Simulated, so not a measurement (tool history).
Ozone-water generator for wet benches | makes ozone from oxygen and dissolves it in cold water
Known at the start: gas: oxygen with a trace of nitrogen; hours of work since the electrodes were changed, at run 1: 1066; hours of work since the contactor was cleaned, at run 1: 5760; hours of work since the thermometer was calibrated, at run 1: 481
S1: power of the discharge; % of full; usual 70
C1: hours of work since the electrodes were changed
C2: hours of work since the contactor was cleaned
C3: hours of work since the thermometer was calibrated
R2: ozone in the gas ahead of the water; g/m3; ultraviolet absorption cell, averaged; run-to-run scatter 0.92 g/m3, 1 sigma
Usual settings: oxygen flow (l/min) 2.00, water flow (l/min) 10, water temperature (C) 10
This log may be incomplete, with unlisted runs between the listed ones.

{"run": 1, "hour": 0.0, "S1": 70, "oxygen flow (l/min)": 2.0, "water flow (l/min)": 10, "water temperature (C)": 10, "C1": 1066, "C2": 5760, "C3": 481, "dissolved ozone (ppm)": 16.6, "R2": 155.8}
{"run": 2, "hour": 111.2, "S1": 70, "oxygen flow (l/min)": 2.0, "water flow (l/min)": 10, "water temperature (C)": 10, "C1": 1155, "C2": 5850, "C3": 570, "dissolved ozone (ppm)": 16.8, "R2": 155.8}
{"run": 3, "hour": 196.3, "S1": 70, "oxygen flow (l/min)": 2.0, "water flow (l/min)": 10, "water temperature (C)": 10, "C1": 1223, "C2": 5918, "C3": 638, "dissolved ozone (ppm)": 16.5, "R2": 156.7}
{"run": 4, "hour": 286.8, "S1": 70, "oxygen flow (l/min)": 2.0, "water flow (l/min)": 10, "water temperature (C)": 10, "C1": 1296, "C2": 5991, "C3": 711, "dissolved ozone (ppm)": 16.4, "R2": 155.0}
{"run": 5, "hour": 389.5, "S1": 92, "oxygen flow (l/min)": 2.0, "water flow (l/min)": 10, "water temperature (C)": 10, "C1": 1379, "C2": 6073, "C3": 793, "dissolved ozone (ppm)": 19.4, "R2": 182.9}
{"run": 6, "hour": 440.5, "S1": 92, "oxygen flow (l/min)": 2.0, "water flow (l/min)": 10, "water temperature (C)": 10, "C1": 1419, "C2": 6114, "C3": 834, "dissolved ozone (ppm)": 19.5, "R2": 181.4}
{"run": 7, "hour": 489.9, "S1": 70, "oxygen flow (l/min)": 2.0, "water flow (l/min)": 10, "water temperature (C)": 11, "C1": 1459, "C2": 6154, "C3": 874, "dissolved ozone (ppm)": 16.4, "R2": 156.0}
{"run": 8, "hour": 588.3, "S1": 70, "oxygen flow (l/min)": 2.0, "water flow (l/min)": 10, "water temperature (C)": 11, "C1": 1538, "C2": 6233, "C3": 953, "dissolved ozone (ppm)": 16.6, "R2": 155.1}
{"run": 9, "hour": 679.1, "S1": 85, "oxygen flow (l/min)": 2.0, "water flow (l/min)": 10, "water temperature (C)": 10, "C1": 1611, "C2": 6306, "C3": 1026, "dissolved ozone (ppm)": 18.4, "R2": 172.3}
{"run": 10, "hour": 770.3, "S1": 85, "oxygen flow (l/min)": 2.0, "water flow (l/min)": 10, "water temperature (C)": 10, "C1": 1684, "C2": 6379, "C3": 1099, "dissolved ozone (ppm)": 18.5, "R2": 172.9}
{"run": 11, "hour": 855.4, "S1": 95, "oxygen flow (l/min)": 2.0, "water flow (l/min)": 10, "water temperature (C)": 10, "C1": 1753, "C2": 6447, "C3": 1167, "dissolved ozone (ppm)": 19.8, "R2": 186.9}
{"run": 12, "hour": 969.2, "S1": 70, "oxygen flow (l/min)": 2.0, "water flow (l/min)": 9, "water temperature (C)": 10, "C1": 1844, "C2": 6538, "C3": 1259, "dissolved ozone (ppm)": 18.5, "R2": 155.9}
{"run": 13, "hour": 1083.4, "S1": 70, "oxygen flow (l/min)": 2.0, "water flow (l/min)": 9, "water temperature (C)": 10, "C1": 1936, "C2": 6630, "C3": 1350, "dissolved ozone (ppm)": 18.8, "R2": 159.1}
{"run": 14, "hour": 1165.5, "S1": 70, "oxygen flow (l/min)": 2.0, "water flow (l/min)": 9, "water temperature (C)": 10, "C1": 2002, "C2": 6696, "C3": 1416, "dissolved ozone (ppm)": 18.4, "R2": 157.7}
{"run": 15, "hour": 1264.4, "S1": 70, "oxygen flow (l/min)": 2.0, "water flow (l/min)": 10, "water temperature (C)": 8, "C1": 2081, "C2": 6775, "C3": 1496, "dissolved ozone (ppm)": 16.9, "R2": 157.2}
{"run": 16, "hour": 1381.8, "S1": 70, "oxygen flow (l/min)": 2.0, "water flow (l/min)": 10, "water temperature (C)": 8, "C1": 2175, "C2": 6870, "C3": 1590, "dissolved ozone (ppm)": 16.8, "R2": 157.6}
{"run": 17, "hour": 1430.5, "S1": 48, "oxygen flow (l/min)": 2.0, "water flow (l/min)": 10, "water temperature (C)": 10, "C1": 2214, "C2": 6909, "C3": 1629, "dissolved ozone (ppm)": 13.3, "R2": 126.7}
{"run": 18, "hour": 1516.5, "S1": 48, "oxygen flow (l/min)": 1.26, "water flow (l/min)": 10, "water temperature (C)": 13, "C1": 2283, "C2": 6978, "C3": 1698, "dissolved ozone (ppm)": 12.2, "R2": 167.2}
{"run": 19, "hour": 1565.5, "S1": 70, "oxygen flow (l/min)": 2.0, "water flow (l/min)": 10, "water temperature (C)": 10, "C1": 2323, "C2": 7017, "C3": 1737, "dissolved ozone (ppm)": 16.8, "R2": 158.9}
{"run": 20, "hour": 1687.2, "S1": 70, "oxygen flow (l/min)": 1.81, "water flow (l/min)": 10, "water temperature (C)": 10, "C1": 2420, "C2": 7115, "C3": 1835, "dissolved ozone (ppm)": 16.3, "R2": 166.7}
{"run": 21, "hour": 1801.9, "S1": 70, "oxygen flow (l/min)": 1.81, "water flow (l/min)": 10, "water temperature (C)": 10, "C1": 2512, "C2": 7207, "C3": 1927, "dissolved ozone (ppm)": 16.5, "R2": 167.6}
{"run": 22, "hour": 1893.1, "S1": 70, "oxygen flow (l/min)": 1.81, "water flow (l/min)": 10, "water temperature (C)": 10, "C1": 2586, "C2": 7280, "C3": 2000, "dissolved ozone (ppm)": 16.7, "R2": 169.5}
{"run": 23, "hour": 1942.2, "S1": 70, "oxygen flow (l/min)": 1.81, "water flow (l/min)": 10, "water temperature (C)": 10, "C1": 2625, "C2": 7320, "C3": 2040, "dissolved ozone (ppm)": 16.4, "R2": 168.9}
{"run": 24, "hour": 2017.7, "S1": 70, "oxygen flow (l/min)": 1.81, "water flow (l/min)": 10, "water temperature (C)": 10, "C1": 2686, "C2": 7380, "C3": 2100, "dissolved ozone (ppm)": 16.5, "R2": 169.3}
{"run": 25, "hour": 2075.0, "S1": 47, "oxygen flow (l/min)": 3.08, "water flow (l/min)": 9, "water temperature (C)": 9, "C1": 2732, "C2": 7426, "C3": 2146, "dissolved ozone (ppm)": 15.0, "R2": 98.1}
{"run": 26, "hour": 2162.1, "S1": 47, "oxygen flow (l/min)": 1.05, "water flow (l/min)": 11, "water temperature (C)": 18, "C1": 2802, "C2": 7496, "C3": 2216, "dissolved ozone (ppm)": 10.3, "R2": 184.4}
{"hour": 2224.1, "done": "gauge calibrated"}
{"run": 27, "hour": 2238.5, "S1": 47, "oxygen flow (l/min)": 1.05, "water flow (l/min)": 11, "water temperature (C)": 18, "C1": 2863, "C2": 7557, "C3": 2278, "dissolved ozone (ppm)": 10.2, "R2": 177.7}
{"run": 28, "hour": 2333.9, "S1": 70, "oxygen flow (l/min)": 2.22, "water flow (l/min)": 13, "water temperature (C)": 10, "C1": 2939, "C2": 7634, "C3": 2354, "dissolved ozone (ppm)": 12.7, "R2": 146.2}
{"run": 29, "hour": 2389.4, "S1": 52, "oxygen flow (l/min)": 1.86, "water flow (l/min)": 15, "water temperature (C)": 6, "C1": 2984, "C2": 7679, "C3": 2399, "dissolved ozone (ppm)": 9.0, "R2": 135.5}
{"run": 30, "hour": 2473.5, "S1": 46, "oxygen flow (l/min)": 1.86, "water flow (l/min)": 6, "water temperature (C)": 5, "C1": 3051, "C2": 7746, "C3": 2466, "dissolved ozone (ppm)": 21.8, "R2": 127.2}
{"run": 31, "hour": 2528.0, "S1": 70, "oxygen flow (l/min)": 1.15, "water flow (l/min)": 8, "water temperature (C)": 8, "C1": 3095, "C2": 7790, "C3": 2510, "dissolved ozone (ppm)": 19.5, "R2": 212.1}
{"run": 32, "hour": 2622.7, "S1": 70, "oxygen flow (l/min)": 1.15, "water flow (l/min)": 8, "water temperature (C)": 8, "C1": 3171, "C2": 7866, "C3": 2586, "dissolved ozone (ppm)": 19.6, "R2": 214.7}
{"run": 33, "hour": 2687.1, "S1": 70, "oxygen flow (l/min)": 1.15, "water flow (l/min)": 9, "water temperature (C)": 11, "C1": 3223, "C2": 7917, "C3": 2638, "dissolved ozone (ppm)": 17.1, "R2": 214.7}

The same runs without the tool's hidden state, with the same run-to-run variation:
The hidden state here: yield of the discharge, % of new electrodes'; contactor's efficiency, % of a clean one's; true water temperature over the reading, C; drift of the gauge itself on ozone_ppm, %; drift of the gauge itself on gas_g_m3, %.
run=1 R2=155.8
run=2 R2=155.6
run=3 R2=156.4
run=4 R2=154.5
run=5 R2=182.0
run=6 R2=180.4
run=7 R2=155.0
run=8 R2=154.0
run=9 R2=170.7
run=10 R2=171.2
run=11 R2=184.9
run=12 R2=153.9
run=13 R2=156.9
run=14 R2=155.3
run=15 R2=154.7
run=16 R2=154.8
run=17 R2=124.3
run=18 R2=163.9
run=19 R2=155.7
run=20 R2=163.1
run=21 R2=163.7
run=22 R2=165.3
run=23 R2=164.7
run=24 R2=164.9
run=25 R2=95.5
run=26 R2=179.2
run=27 R2=177.8
run=28 R2=146.1
run=29 R2=135.3
run=30 R2=126.9
run=31 R2=211.4
run=32 R2=213.7
run=33 R2=213.5
dissolved ozone (ppm): differs from the measured result by no more than 0.1 in any run.

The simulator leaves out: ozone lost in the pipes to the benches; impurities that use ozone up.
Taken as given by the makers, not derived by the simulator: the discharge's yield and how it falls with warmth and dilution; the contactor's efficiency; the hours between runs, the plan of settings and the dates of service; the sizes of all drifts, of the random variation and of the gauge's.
